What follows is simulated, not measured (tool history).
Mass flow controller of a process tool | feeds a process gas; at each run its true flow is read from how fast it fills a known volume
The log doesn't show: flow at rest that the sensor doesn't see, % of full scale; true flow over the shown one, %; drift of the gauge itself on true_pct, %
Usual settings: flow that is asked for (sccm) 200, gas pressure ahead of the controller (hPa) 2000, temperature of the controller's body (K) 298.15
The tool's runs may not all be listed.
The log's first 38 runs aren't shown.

| run | hour | flow that is asked for (sccm) | gas pressure ahead of the controller (hPa) | temperature of the controller's body (K) | hours of work since the controller was set to zero | hours of work since the controller was changed | true flow (%) |
|---|---|---|---|---|---|---|---|
| 39 | 6265.3 | 104 | 1490 | 305.15 | 3958 | 3958 | 104.28 |
| 40 | 6390.6 | 129 | 1490 | 301.15 | 4031 | 4031 | 103.85 |
| 41 | 6517 | 87 | 1490 | 301.15 | 4104 | 4104 | 105.4 |
| 42 | 6750.8 | 300 | 2190 | 299.15 | 4239 | 4239 | 102.39 |
| 43 | 6922.6 | 270 | 2250 | 300.15 | 4338 | 4338 | 102.53 |
| 44 | 7142.7 | 270 | 2250 | 300.15 | 4466 | 4466 | 102.56 |
| 45 | 7345.9 | 195 | 2140 | 301.15 | 4583 | 4583 | 102.93 |
| 46 | 7451.9 | 56 | 1510 | 299.15 | 4645 | 4645 | 108.24 |
| 47 | 7554.3 | 200 | 2200 | 301.15 | 4704 | 4704 | 103.03 |
| 48 | 7711.2 | 145 | 1730 | 310.15 | 4795 | 4795 | 103.74 |

Forecast each of these 4 alternatives for the next run:
| A | 7807.4 | 200 | 2120 | 294.15 | 4850 | 4850 | ? |
| B | 7807.4 | 62 | 1730 | 310.15 | 4850 | 4850 | ? |
| C | 7807.4 | 80 | 1730 | 310.15 | 4850 | 4850 | ? |
| D | 7807.4 | 392 | 1570 | 298.15 | 4850 | 4850 | ? |

| run | true flow (%) |
|---|---|
| A | 103.67 |
| B | 107.14 |
| C | 105.74 |
| D | 103.31 |
Without the tool's hidden state the same runs would have given:
| run | true flow (%) |
|---|---|
| A | 99.64 |
| B | 98.71 |
| C | 98.74 |
| D | 100.25 |

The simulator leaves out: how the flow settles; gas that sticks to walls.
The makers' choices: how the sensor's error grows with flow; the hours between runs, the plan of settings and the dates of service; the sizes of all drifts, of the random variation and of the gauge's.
